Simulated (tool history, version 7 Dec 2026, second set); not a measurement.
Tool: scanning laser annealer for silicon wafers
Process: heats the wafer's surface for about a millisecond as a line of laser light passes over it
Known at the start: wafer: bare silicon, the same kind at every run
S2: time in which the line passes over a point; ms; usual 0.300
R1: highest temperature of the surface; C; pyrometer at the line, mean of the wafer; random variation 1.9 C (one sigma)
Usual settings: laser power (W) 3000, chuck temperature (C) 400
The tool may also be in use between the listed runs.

Run 1, hour 0.0: usual settings. Result: R1 1163 C.
Run 2, hour 9.5: usual settings. Result: R1 1162 C.
Run 3, hour 15.6: usual settings. Result: R1 1160 C.
Run 4, hour 20.5: usual settings. Result: R1 1160 C.
Run 5, hour 31.4: usual settings. Result: R1 1163 C.
Run 6, hour 37.0: usual settings. Result: R1 1164 C.
Run 7, hour 42.6: usual settings. Result: R1 1162 C.
Run 8, hour 51.9: usual settings but chuck temperature (C) 438. Result: R1 1198 C.
Run 9, hour 60.0: usual settings but chuck temperature (C) 438. Result: R1 1200 C.
Run 10, hour 69.1: usual settings. Result: R1 1159 C.
Run 11, hour 77.8: usual settings but S2 0.291 ms. Result: R1 1149 C.
Run 12, hour 86.8: usual settings. Result: R1 1162 C.
Run 13, hour 95.8: usual settings. Result: R1 1160 C.
Run 14, hour 106.6: usual settings but chuck temperature (C) 428. Result: R1 1186 C.
Run 15, hour 115.5: usual settings but chuck temperature (C) 428. Result: R1 1186 C.
Run 16, hour 122.7: usual settings but chuck temperature (C) 428. Result: R1 1192 C.
Run 17, hour 132.5: usual settings but chuck temperature (C) 428. Result: R1 1189 C.
Run 18, hour 143.4: usual settings but chuck temperature (C) 428. Result: R1 1187 C.
Run 19, hour 152.5: usual settings but chuck temperature (C) 428. Result: R1 1188 C.
Run 20, hour 157.7: usual settings but chuck temperature (C) 428. Result: R1 1182 C.
Run 21, hour 168.0: usual settings. Result: R1 1160 C.
Run 22, hour 178.2: usual settings but laser power (W) 3015, S2 0.323 ms, chuck temperature (C) 422. Result: R1 1208 C.
Run 23, hour 183.5: usual settings but laser power (W) 3015, S2 0.323 ms, chuck temperature (C) 422. Result: R1 1207 C.
Run 24, hour 194.3: usual settings but laser power (W) 3015, S2 0.323 ms, chuck temperature (C) 422. Result: R1 1210 C.
Run 25, hour 203.3: usual settings but laser power (W) 3015, S2 0.323 ms, chuck temperature (C) 422. Result: R1 1210 C.
Run 26, hour 208.7: usual settings but laser power (W) 2832, S2 0.311 ms, chuck temperature (C) 432. Result: R1 1157 C.
Run 27, hour 217.6: usual settings but laser power (W) 3264, S2 0.294 ms, chuck temperature (C) 421. Result: R1 1232 C.
Run 28, hour 224.3: usual settings but laser power (W) 2866, S2 0.233 ms, chuck temperature (C) 421. Result: R1 1065 C.
Run 29, hour 231.0: usual settings but laser power (W) 2866, S2 0.233 ms, chuck temperature (C) 421. Result: R1 1066 C.
Run 30, hour 241.1: usual settings but laser power (W) 2756, S2 0.241 ms, chuck temperature (C) 440. Result: R1 1072 C.
Run 31, hour 248.1: usual settings but laser power (W) 2756, S2 0.241 ms, chuck temperature (C) 440. Result: R1 1075 C.
Run 32, hour 258.1: usual settings but laser power (W) 2756, S2 0.241 ms, chuck temperature (C) 440. Result: R1 1075 C.
Run 33, hour 263.9: usual settings but laser power (W) 2669. Result: R1 1079 C.
Run 34, hour 274.9: usual settings but laser power (W) 2669, S2 0.236 ms. Result: R1 1008 C.
Run 35, hour 279.8: usual settings but laser power (W) 2669, S2 0.236 ms. Result: R1 1005 C.
Run 36, hour 288.6: usual settings but laser power (W) 2669, S2 0.236 ms. Result: R1 1005 C.
Run 37, hour 295.9: usual settings but laser power (W) 2935, S2 0.240 ms, chuck temperature (C) 365. Result: R1 1034 C.
Run 38, hour 306.4: usual settings but laser power (W) 2935, S2 0.240 ms, chuck temperature (C) 365. Result: R1 1032 C.
Run 39, hour 316.3: usual settings but S2 0.280 ms, chuck temperature (C) 387. Result: R1 1121 C.
Run 40, hour 323.8: usual settings but S2 0.280 ms, chuck temperature (C) 387. Result: R1 1116 C.
Run 41, hour 333.3: usual settings but S2 0.280 ms, chuck temperature (C) 387. Result: R1 1119 C.

Forecast each of these 3 alternatives for the next run:
Run A, hour 342.4: usual settings but S2 0.277 ms, chuck temperature (C) 379. Result: R1 ?.
Run B, hour 342.4: usual settings but S2 0.309 ms, chuck temperature (C) 397. Result: R1 ?.
Run C, hour 342.4: usual settings but laser power (W) 3113, S2 0.280 ms, chuck temperature (C) 387. Result: R1 ?.

run    R1
  A  1104
  B  1161
  C  1142
Without the tool's hidden state the same runs would have given:
run    R1
  A  1125
  B  1183
  C  1163
